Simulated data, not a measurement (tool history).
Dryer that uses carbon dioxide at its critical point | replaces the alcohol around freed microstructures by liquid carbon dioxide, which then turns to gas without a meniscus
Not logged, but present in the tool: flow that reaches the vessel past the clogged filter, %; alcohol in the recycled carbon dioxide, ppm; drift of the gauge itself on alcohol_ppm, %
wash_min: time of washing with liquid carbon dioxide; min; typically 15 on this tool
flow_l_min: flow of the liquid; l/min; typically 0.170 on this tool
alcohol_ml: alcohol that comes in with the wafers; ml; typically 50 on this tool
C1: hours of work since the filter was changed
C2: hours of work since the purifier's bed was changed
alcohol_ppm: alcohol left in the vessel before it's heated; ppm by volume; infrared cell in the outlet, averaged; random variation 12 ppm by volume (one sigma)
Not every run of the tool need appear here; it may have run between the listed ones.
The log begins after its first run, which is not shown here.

run 2 hour=12.1 | wash_min=9 flow_l_min=0.170 alcohol_ml=50 | C1=142 C2=183 | alcohol_ppm=5458
run 3 hour=28.0 | wash_min=15 flow_l_min=0.170 alcohol_ml=50 | C1=153 C2=194 | alcohol_ppm=894
run 4 hour=39.1 | wash_min=15 flow_l_min=0.170 alcohol_ml=50 | C1=161 C2=202 | alcohol_ppm=885
run 5 hour=53.9 | wash_min=15 flow_l_min=0.170 alcohol_ml=50 | C1=172 C2=213 | alcohol_ppm=921
run 6 hour=71.0 | wash_min=15 flow_l_min=0.108 alcohol_ml=50 | C1=184 C2=225 | alcohol_ppm=4972
run 7 hour=90.0 | wash_min=15 flow_l_min=0.108 alcohol_ml=50 | C1=198 C2=239 | alcohol_ppm=4889
run 8 hour=104.4 | wash_min=15 flow_l_min=0.108 alcohol_ml=50 | C1=208 C2=249 | alcohol_ppm=4800
run 9 hour=117.2 | wash_min=15 flow_l_min=0.203 alcohol_ml=50 | C1=217 C2=258 | alcohol_ppm=463
run 10 hour=129.5 | wash_min=15 flow_l_min=0.170 alcohol_ml=50 | C1=226 C2=267 | alcohol_ppm=935
run 11 hour=143.5 | wash_min=15 flow_l_min=0.170 alcohol_ml=50 | C1=236 C2=277 | alcohol_ppm=942
run 12 hour=155.5 | wash_min=15 flow_l_min=0.170 alcohol_ml=50 | C1=245 C2=286 | alcohol_ppm=979
run 13 hour=164.3 | wash_min=15 flow_l_min=0.195 alcohol_ml=50 | C1=251 C2=292 | alcohol_ppm=542
run 14 hour=184.5 | wash_min=15 flow_l_min=0.195 alcohol_ml=50 | C1=266 C2=306 | alcohol_ppm=576
run 15 hour=194.6 | wash_min=19 flow_l_min=0.195 alcohol_ml=50 | C1=273 C2=314 | alcohol_ppm=259
run 16 hour=212.6 | wash_min=15 flow_l_min=0.170 alcohol_ml=97 | C1=286 C2=327 | alcohol_ppm=1833
run 17 hour=224.2 | wash_min=15 flow_l_min=0.170 alcohol_ml=97 | C1=294 C2=335 | alcohol_ppm=1800
run 18 hour=242.0 | wash_min=23 flow_l_min=0.170 alcohol_ml=97 | C1=307 C2=348 | alcohol_ppm=304
run 19 hour=257.9 | wash_min=23 flow_l_min=0.170 alcohol_ml=97 | C1=318 C2=359 | alcohol_ppm=312
run 20 hour=275.5 | wash_min=15 flow_l_min=0.170 alcohol_ml=50 | C1=331 C2=372 | alcohol_ppm=1061
run 21 hour=293.3 | wash_min=15 flow_l_min=0.262 alcohol_ml=50 | C1=344 C2=385 | alcohol_ppm=267
run 22 hour=303.5 | wash_min=15 flow_l_min=0.262 alcohol_ml=50 | C1=351 C2=392 | alcohol_ppm=269
run 23 hour=322.6 | wash_min=22 flow_l_min=0.237 alcohol_ml=20 | C1=365 C2=406 | alcohol_ppm=215
run 24 hour=342.6 | wash_min=22 flow_l_min=0.237 alcohol_ml=20 | C1=379 C2=420 | alcohol_ppm=217

Predict the results of run 25:
run 25 hour=362.6 | wash_min=20 flow_l_min=0.205 alcohol_ml=37 | C1=394 C2=434 | alcohol_ppm=?

Logged for run 25: alcohol_ppm 261 ppm by volume.
Take away the tool's hidden state, keep the run-to-run variation as it was, and the same run would have given alcohol_ppm 33 ppm by volume.
